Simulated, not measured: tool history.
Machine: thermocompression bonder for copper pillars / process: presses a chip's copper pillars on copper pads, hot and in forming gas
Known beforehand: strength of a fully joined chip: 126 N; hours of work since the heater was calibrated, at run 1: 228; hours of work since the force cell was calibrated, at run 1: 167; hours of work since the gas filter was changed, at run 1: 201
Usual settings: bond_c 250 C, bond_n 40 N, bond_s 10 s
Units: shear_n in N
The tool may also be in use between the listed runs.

run,day,bond_c,bond_n,bond_s,hours of work since the heater was calibrated,hours of work since the force cell was calibrated,hours of work since the gas filter was changed,shear_n
1,0.000,250,40,10,228,167,201,67.1
# day 0.262: forming gas filter changed
2,0.792,250,40,10,239,178,8,70.1
3,1.838,250,40,10,254,194,23,70.5
4,3.242,250,40,10,275,214,43,70.0
5,4.154,250,40,10,288,227,57,69.0
6,5.496,250,40,10,308,247,76,68.9
7,6.479,250,40,10,322,261,91,68.3
8,7.779,244,40,10,341,280,110,62.3
9,9.125,244,40,10,361,300,129,63.0
10,9.892,244,40,10,372,311,140,63.2
11,10.658,260,26,11,383,322,152,60.7
12,11.967,260,26,11,402,341,171,60.7
13,12.729,260,26,11,413,352,182,61.1
14,13.604,260,44,25,426,365,194,97.8
# day 14.296: forming gas filter changed
15,14.608,250,40,14,440,379,5,78.3
16,15.508,250,52,6,453,393,18,68.7
17,16.283,254,28,19,465,404,29,73.6

Consider 4 possible next runs. They are alternatives, not a sequence: every one starts from the tool as it was left by run 17. What does each give?
A,17.333,250,37,28,480,419,44,?
B,17.333,250,52,10,480,419,44,?
C,17.333,279,40,9,480,419,44,?
D,17.333,238,32,10,480,419,44,?

run,shear_n
A,89.2
B,80.1
C,91.8
D,50.2
With no hidden state in the tool, these same runs would have given:
run,shear_n
A,91.7
B,82.4
C,94.1
D,52.1
